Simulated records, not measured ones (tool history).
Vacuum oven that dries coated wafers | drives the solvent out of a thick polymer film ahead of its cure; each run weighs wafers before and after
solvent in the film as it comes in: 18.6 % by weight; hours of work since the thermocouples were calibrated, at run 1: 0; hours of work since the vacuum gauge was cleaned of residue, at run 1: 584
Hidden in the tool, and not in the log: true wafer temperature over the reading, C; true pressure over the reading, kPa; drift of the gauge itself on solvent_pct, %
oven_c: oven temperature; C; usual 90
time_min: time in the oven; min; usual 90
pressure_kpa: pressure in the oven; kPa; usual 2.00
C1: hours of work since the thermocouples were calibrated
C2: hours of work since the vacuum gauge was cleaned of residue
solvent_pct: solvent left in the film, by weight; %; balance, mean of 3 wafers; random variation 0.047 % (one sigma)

run 1 hour=0.0 | oven_c=90 time_min=90 pressure_kpa=2.00 | C1=0 C2=584 | solvent_pct=3.40
run 2 hour=27.0 | oven_c=90 time_min=90 pressure_kpa=2.00 | C1=16 C2=599 | solvent_pct=3.52
run 3 hour=55.6 | oven_c=90 time_min=90 pressure_kpa=2.00 | C1=32 C2=616 | solvent_pct=3.43
run 4 hour=88.4 | oven_c=90 time_min=84 pressure_kpa=2.00 | C1=51 C2=635 | solvent_pct=3.65
run 5 hour=120.8 | oven_c=90 time_min=90 pressure_kpa=2.00 | C1=70 C2=653 | solvent_pct=3.38
run 6 hour=143.9 | oven_c=90 time_min=90 pressure_kpa=2.00 | C1=83 C2=667 | solvent_pct=3.39
run 7 hour=182.8 | oven_c=90 time_min=110 pressure_kpa=2.00 | C1=105 C2=689 | solvent_pct=2.55
run 8 hour=222.0 | oven_c=92 time_min=90 pressure_kpa=2.00 | C1=128 C2=712 | solvent_pct=2.83
run 9 hour=243.6 | oven_c=92 time_min=90 pressure_kpa=2.00 | C1=141 C2=724 | solvent_pct=2.73
run 10 hour=285.4 | oven_c=90 time_min=90 pressure_kpa=2.32 | C1=165 C2=748 | solvent_pct=3.48
run 11 hour=323.7 | oven_c=84 time_min=90 pressure_kpa=2.00 | C1=187 C2=771 | solvent_pct=5.28
run 12 hour=365.7 | oven_c=84 time_min=90 pressure_kpa=2.00 | C1=211 C2=795 | solvent_pct=5.48
run 13 hour=403.2 | oven_c=84 time_min=90 pressure_kpa=2.00 | C1=233 C2=816 | solvent_pct=5.38
run 14 hour=428.5 | oven_c=84 time_min=90 pressure_kpa=2.00 | C1=247 C2=831 | solvent_pct=5.37
run 15 hour=446.9 | oven_c=85 time_min=90 pressure_kpa=2.00 | C1=258 C2=842 | solvent_pct=5.02
run 16 hour=484.6 | oven_c=90 time_min=90 pressure_kpa=7.53 | C1=280 C2=863 | solvent_pct=4.82
run 17 hour=519.6 | oven_c=90 time_min=90 pressure_kpa=7.53 | C1=300 C2=884 | solvent_pct=4.91
run 18 hour=557.5 | oven_c=88 time_min=83 pressure_kpa=1.19 | C1=322 C2=905 | solvent_pct=4.04
run 19 hour=576.5 | oven_c=104 time_min=152 pressure_kpa=2.00 | C1=333 C2=916 | solvent_pct=0.47
run 20 hour=612.5 | oven_c=103 time_min=57 pressure_kpa=3.69 | C1=353 C2=937 | solvent_pct=2.05
run 21 hour=644.4 | oven_c=89 time_min=59 pressure_kpa=3.01 | C1=372 C2=956 | solvent_pct=5.88
run 22 hour=672.5 | oven_c=90 time_min=105 pressure_kpa=2.00 | C1=388 C2=972 | solvent_pct=2.63
run 23 hour=704.8 | oven_c=90 time_min=105 pressure_kpa=2.00 | C1=407 C2=990 | solvent_pct=2.62
-- hour=709.5 oven's thermocouples calibrated
run 24 hour=747.1 | oven_c=82 time_min=124 pressure_kpa=3.48 | C1=22 C2=1014 | solvent_pct=4.82
run 25 hour=778.7 | oven_c=82 time_min=124 pressure_kpa=3.48 | C1=40 C2=1032 | solvent_pct=4.88
run 26 hour=797.2 | oven_c=90 time_min=90 pressure_kpa=3.13 | C1=51 C2=1043 | solvent_pct=3.44
run 27 hour=839.3 | oven_c=90 time_min=90 pressure_kpa=3.13 | C1=75 C2=1067 | solvent_pct=3.47
run 28 hour=865.4 | oven_c=86 time_min=145 pressure_kpa=4.69 | C1=90 C2=1082 | solvent_pct=3.36
run 29 hour=903.5 | oven_c=86 time_min=130 pressure_kpa=6.47 | C1=112 C2=1104 | solvent_pct=4.33
-- hour=914.5 oven's thermocouples calibrated, once more
run 30 hour=926.3 | oven_c=85 time_min=87 pressure_kpa=6.47 | C1=7 C2=1116 | solvent_pct=6.65
run 31 hour=961.5 | oven_c=94 time_min=133 pressure_kpa=1.45 | C1=27 C2=1136 | solvent_pct=1.13
run 32 hour=982.6 | oven_c=97 time_min=93 pressure_kpa=3.79 | C1=39 C2=1149 | solvent_pct=2.09
run 33 hour=1021.6 | oven_c=97 time_min=93 pressure_kpa=3.79 | C1=62 C2=1171 | solvent_pct=1.92
run 34 hour=1063.9 | oven_c=97 time_min=132 pressure_kpa=3.79 | C1=86 C2=1195 | solvent_pct=1.42

Measured less the same run without the tool's hidden state. The same run-to-run variation is in both; the gauge's scatter may not be:
run=1 solvent_pct=+0.01
run=2 solvent_pct=+0.00
run=3 solvent_pct=-0.01
run=4 solvent_pct=-0.03
run=5 solvent_pct=-0.02
run=6 solvent_pct=-0.02
run=7 solvent_pct=-0.01
run=8 solvent_pct=-0.04
run=9 solvent_pct=-0.04
run=10 solvent_pct=-0.06
run=11 solvent_pct=-0.10
run=12 solvent_pct=-0.11
run=13 solvent_pct=-0.12
run=14 solvent_pct=-0.12
run=15 solvent_pct=-0.13
run=16 solvent_pct=-0.13
run=17 solvent_pct=-0.14
run=18 solvent_pct=-0.15
run=19 solvent_pct=+0.08
run=20 solvent_pct=-0.09
run=21 solvent_pct=-0.22
run=22 solvent_pct=-0.11
run=23 solvent_pct=-0.12
run=24 solvent_pct=-0.24
run=25 solvent_pct=-0.25
run=26 solvent_pct=-0.24
run=27 solvent_pct=-0.25
run=28 solvent_pct=-0.18
run=29 solvent_pct=-0.24
run=30 solvent_pct=-0.04
run=31 solvent_pct=+0.08
run=32 solvent_pct=+0.03
run=33 solvent_pct=+0.02
run=34 solvent_pct=+0.08

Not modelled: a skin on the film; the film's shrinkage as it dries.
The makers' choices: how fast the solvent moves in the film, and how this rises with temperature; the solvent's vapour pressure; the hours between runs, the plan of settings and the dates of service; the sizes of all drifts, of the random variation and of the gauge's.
